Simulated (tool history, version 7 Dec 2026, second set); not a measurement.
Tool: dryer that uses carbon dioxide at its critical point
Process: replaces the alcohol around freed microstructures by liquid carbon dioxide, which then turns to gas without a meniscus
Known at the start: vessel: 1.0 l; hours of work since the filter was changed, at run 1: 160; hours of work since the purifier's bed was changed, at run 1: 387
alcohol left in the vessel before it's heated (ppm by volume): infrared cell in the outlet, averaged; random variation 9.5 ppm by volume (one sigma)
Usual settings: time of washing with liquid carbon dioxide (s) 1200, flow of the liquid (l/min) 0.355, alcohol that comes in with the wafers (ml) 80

run	hour	time of washing with liquid carbon dioxide (s)	flow of the liquid (l/min)	alcohol that comes in with the wafers (ml)	hours of work since the filter was changed	hours of work since the purifier's bed was changed	alcohol left in the vessel before it's heated (ppm by volume)
1	0.0	1200	0.355	80	160	387	770
2	46.6	1200	0.355	80	180	407	787
3	81.3	1200	0.323	80	195	421	1159
4	110.5	1140	0.355	80	207	434	952
5	152.1	1140	0.355	80	225	452	991
6	185.7	1920	0.447	80	240	466	79
7	213.6	1560	0.218	21	251	478	633
8	236.0	1560	0.218	21	261	487	621
# hour 255.2: inlet filter changed
9	277.7	1200	0.387	31	10	505	224
10	315.5	1200	0.387	31	26	521	228

4 ways to go on from here, each from the tool as it stands after run 10. What would each give?
A	335.6	1500	0.322	54	34	530	?
B	335.6	780	0.355	52	34	530	?
C	335.6	900	0.502	80	34	530	?
D	335.6	1200	0.240	31	34	530	?

run	alcohol left in the vessel before it's heated (ppm by volume)
A	286
B	2218
C	490
D	1261
Without the tool's hidden state the same runs would have given:
run	alcohol left in the vessel before it's heated (ppm by volume)
A	189
B	2012
C	372
D	1109
